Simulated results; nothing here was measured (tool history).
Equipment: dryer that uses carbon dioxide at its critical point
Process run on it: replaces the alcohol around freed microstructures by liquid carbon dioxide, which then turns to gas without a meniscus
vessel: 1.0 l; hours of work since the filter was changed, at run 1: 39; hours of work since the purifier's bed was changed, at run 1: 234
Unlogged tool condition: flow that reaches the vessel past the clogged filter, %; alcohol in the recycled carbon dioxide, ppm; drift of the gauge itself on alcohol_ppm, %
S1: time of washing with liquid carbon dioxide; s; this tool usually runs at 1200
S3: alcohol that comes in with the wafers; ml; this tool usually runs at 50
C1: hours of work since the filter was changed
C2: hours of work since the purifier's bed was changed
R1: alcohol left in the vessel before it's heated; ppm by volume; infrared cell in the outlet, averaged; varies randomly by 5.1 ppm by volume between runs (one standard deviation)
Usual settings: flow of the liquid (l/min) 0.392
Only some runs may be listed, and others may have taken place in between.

run 1 hour=0.0 | S1=1200 flow_of_the_liquid_(l/min)=0.392 S3=50 | C1=39 C2=234 | R1=86
run 2 hour=5.8 | S1=1380 flow_of_the_liquid_(l/min)=0.392 S3=50 | C1=43 C2=239 | R1=57
run 3 hour=17.1 | S1=1200 flow_of_the_liquid_(l/min)=0.392 S3=98 | C1=52 C2=247 | R1=137
run 4 hour=28.6 | S1=1800 flow_of_the_liquid_(l/min)=0.392 S3=50 | C1=60 C2=256 | R1=42
run 5 hour=39.0 | S1=1800 flow_of_the_liquid_(l/min)=0.392 S3=50 | C1=68 C2=263 | R1=36
run 6 hour=46.5 | S1=1800 flow_of_the_liquid_(l/min)=0.392 S3=50 | C1=74 C2=269 | R1=43
run 7 hour=55.9 | S1=1200 flow_of_the_liquid_(l/min)=0.435 S3=50 | C1=81 C2=276 | R1=75
run 8 hour=65.4 | S1=1200 flow_of_the_liquid_(l/min)=0.435 S3=50 | C1=88 C2=283 | R1=71
run 9 hour=71.4 | S1=1200 flow_of_the_liquid_(l/min)=0.435 S3=50 | C1=92 C2=288 | R1=71
run 10 hour=78.7 | S1=1200 flow_of_the_liquid_(l/min)=0.392 S3=50 | C1=98 C2=293 | R1=91
run 11 hour=84.6 | S1=1200 flow_of_the_liquid_(l/min)=0.392 S3=50 | C1=102 C2=298 | R1=103
run 12 hour=93.2 | S1=1200 flow_of_the_liquid_(l/min)=0.392 S3=50 | C1=108 C2=304 | R1=102
run 13 hour=104.6 | S1=1200 flow_of_the_liquid_(l/min)=0.392 S3=50 | C1=117 C2=312 | R1=102
run 14 hour=112.1 | S1=1200 flow_of_the_liquid_(l/min)=0.392 S3=50 | C1=123 C2=318 | R1=101
run 15 hour=124.0 | S1=1200 flow_of_the_liquid_(l/min)=0.392 S3=50 | C1=131 C2=327 | R1=102
run 16 hour=134.6 | S1=1200 flow_of_the_liquid_(l/min)=0.392 S3=50 | C1=139 C2=335 | R1=114
run 17 hour=142.1 | S1=1200 flow_of_the_liquid_(l/min)=0.392 S3=50 | C1=145 C2=340 | R1=112
run 18 hour=148.0 | S1=1200 flow_of_the_liquid_(l/min)=0.324 S3=50 | C1=149 C2=345 | R1=275
run 19 hour=158.1 | S1=1200 flow_of_the_liquid_(l/min)=0.324 S3=50 | C1=157 C2=352 | R1=242
run 20 hour=164.2 | S1=1200 flow_of_the_liquid_(l/min)=0.324 S3=50 | C1=162 C2=357 | R1=251
run 21 hour=174.3 | S1=900 flow_of_the_liquid_(l/min)=0.488 S3=116 | C1=169 C2=365 | R1=288
run 22 hour=184.4 | S1=1440 flow_of_the_liquid_(l/min)=0.340 S3=56 | C1=177 C2=372 | R1=109
run 23 hour=192.0 | S1=1320 flow_of_the_liquid_(l/min)=0.392 S3=23 | C1=182 C2=378 | R1=61
run 24 hour=204.2 | S1=1320 flow_of_the_liquid_(l/min)=0.392 S3=23 | C1=191 C2=387 | R1=64
run 25 hour=215.1 | S1=1200 flow_of_the_liquid_(l/min)=0.349 S3=50 | C1=200 C2=395 | R1=209
run 26 hour=221.9 | S1=1200 flow_of_the_liquid_(l/min)=0.349 S3=50 | C1=205 C2=400 | R1=199
run 27 hour=229.2 | S1=1200 flow_of_the_liquid_(l/min)=0.349 S3=50 | C1=210 C2=406 | R1=208
run 28 hour=237.1 | S1=1200 flow_of_the_liquid_(l/min)=0.646 S3=24 | C1=216 C2=411 | R1=54
run 29 hour=242.1 | S1=1500 flow_of_the_liquid_(l/min)=0.392 S3=50 | C1=220 C2=415 | R1=73
run 30 hour=247.6 | S1=1080 flow_of_the_liquid_(l/min)=0.444 S3=68 | C1=224 C2=419 | R1=143
run 31 hour=257.1 | S1=1140 flow_of_the_liquid_(l/min)=0.382 S3=50 | C1=231 C2=426 | R1=174
run 32 hour=266.5 | S1=780 flow_of_the_liquid_(l/min)=0.392 S3=50 | C1=238 C2=433 | R1=775
run 33 hour=273.2 | S1=1140 flow_of_the_liquid_(l/min)=0.435 S3=37 | C1=243 C2=439 | R1=103
run 34 hour=284.7 | S1=1140 flow_of_the_liquid_(l/min)=0.435 S3=37 | C1=252 C2=447 | R1=112
run 35 hour=289.6 | S1=1500 flow_of_the_liquid_(l/min)=0.392 S3=58 | C1=255 C2=451 | R1=85
run 36 hour=300.1 | S1=1500 flow_of_the_liquid_(l/min)=0.392 S3=58 | C1=263 C2=459 | R1=76
run 37 hour=308.5 | S1=1680 flow_of_the_liquid_(l/min)=0.572 S3=50 | C1=269 C2=465 | R1=72
run 38 hour=318.0 | S1=1680 flow_of_the_liquid_(l/min)=0.572 S3=50 | C1=276 C2=472 | R1=62
run 39 hour=327.9 | S1=1680 flow_of_the_liquid_(l/min)=0.572 S3=50 | C1=284 C2=479 | R1=66

Results for each run, recomputed without the tool's hidden state and with each run's random variation untouched:
run=1 R1=52
run=2 R1=23
run=3 R1=96
run=4 R1=8
run=5 R1=1
run=6 R1=7
run=7 R1=35
run=8 R1=29
run=9 R1=29
run=10 R1=45
run=11 R1=54
run=12 R1=53
run=13 R1=52
run=14 R1=49
run=15 R1=49
run=16 R1=58
run=17 R1=54
run=18 R1=193
run=19 R1=164
run=20 R1=167
run=21 R1=195
run=22 R1=47
run=23 R1=9
run=24 R1=7
run=25 R1=124
run=26 R1=115
run=27 R1=119
run=28 R1=1
run=29 R1=13
run=30 R1=64
run=31 R1=88
run=32 R1=579
run=33 R1=34
run=34 R1=38
run=35 R1=20
run=36 R1=8
run=37 R1=10
run=38 R1=0
run=39 R1=2

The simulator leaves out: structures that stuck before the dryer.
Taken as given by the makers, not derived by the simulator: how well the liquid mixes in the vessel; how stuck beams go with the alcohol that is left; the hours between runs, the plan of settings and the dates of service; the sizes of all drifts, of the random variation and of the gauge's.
